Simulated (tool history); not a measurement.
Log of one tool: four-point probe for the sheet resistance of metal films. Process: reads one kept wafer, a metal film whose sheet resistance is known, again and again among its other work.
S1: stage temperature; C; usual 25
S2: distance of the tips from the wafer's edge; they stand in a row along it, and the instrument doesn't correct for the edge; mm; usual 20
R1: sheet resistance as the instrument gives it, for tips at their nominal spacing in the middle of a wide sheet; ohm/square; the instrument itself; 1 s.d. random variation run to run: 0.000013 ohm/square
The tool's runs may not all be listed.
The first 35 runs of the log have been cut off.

Run 36, hour 601.0: usual settings but S1 30 C, S2 5 mm. Result: R1 0.066923 ohm/square.
Run 37, hour 624.3: usual settings but S1 30 C, S2 5 mm. Result: R1 0.066923 ohm/square.
Run 38, hour 644.8: usual settings but S1 23 C. Result: R1 0.064603 ohm/square.
Run 39, hour 668.0: usual settings but S2 7 mm. Result: R1 0.065674 ohm/square.
Run 40, hour 686.7: usual settings but S2 7 mm. Result: R1 0.065651 ohm/square.
Run 41, hour 706.7: usual settings but S1 19 C. Result: R1 0.064434 ohm/square.
Run 42, hour 725.4: usual settings but S1 26 C, S2 7 mm. Result: R1 0.065710 ohm/square.
Run 43, hour 744.8: usual settings but S1 26 C, S2 7 mm. Result: R1 0.065683 ohm/square.
Run 44, hour 763.4: usual settings but S1 21 C, S2 74 mm. Result: R1 0.064369 ohm/square.

Forecast each of these 3 alternatives for the next run:
Run A, hour 781.9: usual settings but S1 34 C, S2 7 mm. Result: R1 ?.
Run B, hour 781.9: usual settings but S1 28 C, S2 49 mm. Result: R1 ?.
Run C, hour 781.9: usual settings but S1 26 C, S2 22 mm. Result: R1 ?.

run        R1
  A  0.066001
  B  0.064660
  C  0.064662
Had the tool no hidden state, the same runs would have come out as:
run        R1
  A  0.066277
  B  0.064929
  C  0.064930
